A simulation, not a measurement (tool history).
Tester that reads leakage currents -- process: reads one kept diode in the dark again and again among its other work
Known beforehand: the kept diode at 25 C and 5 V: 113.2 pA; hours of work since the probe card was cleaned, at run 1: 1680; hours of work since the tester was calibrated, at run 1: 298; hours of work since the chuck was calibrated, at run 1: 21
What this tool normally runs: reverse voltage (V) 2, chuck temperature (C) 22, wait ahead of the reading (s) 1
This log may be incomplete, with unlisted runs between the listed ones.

run,day,reverse voltage (V),chuck temperature (C),wait ahead of the reading (s),hours of work since the probe card was cleaned,hours of work since the tester was calibrated,hours of work since the chuck was calibrated,current that the tester gives (pA)
1,0,2,22,1,1680,298,21,53.05
2,0.971,2,22,1,1692,311,33,53.31
3,2.196,2,22,1,1708,327,49,53.25
4,2.879,2,22,1,1717,336,58,53.22
5,3.483,2,44,1,1725,344,66,396.44
6,4.338,2,22,1.97,1737,355,78,52.63
7,5.371,2,22,1,1750,369,91,53.02
8,6.262,2,22,1,1762,381,103,52.78
9,6.967,2,22,1,1771,390,112,52.5
10,8.158,2,22,1,1787,405,128,52.16
11,8.792,2,22,1,1795,414,136,52.1
12,9.458,2,22,1,1804,422,145,52.4
13,10.358,2,22,1,1815,434,156,52.17
# day 10.529: chuck's temperature calibrated
14,11.646,2,22,1,1831,450,15,51.1
15,12.329,2,28,1,1840,459,24,89.87
# day 12.854: chuck's temperature calibrated, once more
16,12.946,2,28,1,1847,466,1,96.62
17,13.908,1.69,28,1,1860,479,14,88.42
18,15.054,2.18,28,1,1875,494,29,100.43
19,15.696,2.18,28,1,1883,502,37,100.84
20,16.646,2.18,28,1,1896,514,50,100.1
21,17.196,2.18,28,1,1903,522,57,100.39
22,18.358,2.18,28,1,1918,537,72,99.48
23,18.879,2.18,28,1,1925,544,79,99.83
24,20.133,5.78,45,5.52,1941,560,95,747.35
25,20.738,5.78,45,5.52,1949,568,103,747.25
26,21.688,1.43,21,1.43,1962,581,116,40.8
27,22.271,1.43,21,1.43,1969,588,123,40.71
28,23.512,1.36,24,1,1986,604,140,52.94
29,24.683,4.1,45,1,2001,620,155,623.85
30,25.6,5.53,29,0.69,2013,632,167,175.43
31,26.404,8.87,22,0.91,2024,642,178,117.76
32,27.333,8.87,22,0.5,2036,654,190,118.81
33,28.592,1.72,21,0.53,2052,671,206,44.39
34,29.383,16.02,39,0.62,2063,681,217,739.9
35,30.558,1.94,39,0.34,2078,697,232,248.32
36,31.838,4.04,22,1.9,2095,714,249,75.42
37,33.079,4.04,20,4.43,2111,730,265,62.01
38,33.75,3.48,20,1.78,2120,739,274,57.53
39,34.725,8.77,22,0.72,2133,751,287,115.02

Each run again, without the hidden state but with its own random variation kept:
Hidden conditions of the tool in this case: stray current of the dirty probe card, pA a volt; current scale over the true one, %; true chuck temperature over the reading, C; drift of the gauge itself on leakage_pa, %.
run,current that the tester gives (pA)
1,52.73
2,53.11
3,53.24
4,53.3
5,405.93
6,52.92
7,53.47
8,53.36
9,53.18
10,53.02
11,53.05
12,53.45
13,53.35
14,53.36
15,95.03
16,94.95
17,87.22
18,99.2
19,99.78
20,99.28
21,99.69
22,99.09
23,99.59
24,755.67
25,756.72
26,40.61
27,40.59
28,53.36
29,638.78
30,176.75
31,114.49
32,115.78
33,44.88
34,757.74
35,258.3
36,75.96
37,62.07
38,57.92
39,114.21

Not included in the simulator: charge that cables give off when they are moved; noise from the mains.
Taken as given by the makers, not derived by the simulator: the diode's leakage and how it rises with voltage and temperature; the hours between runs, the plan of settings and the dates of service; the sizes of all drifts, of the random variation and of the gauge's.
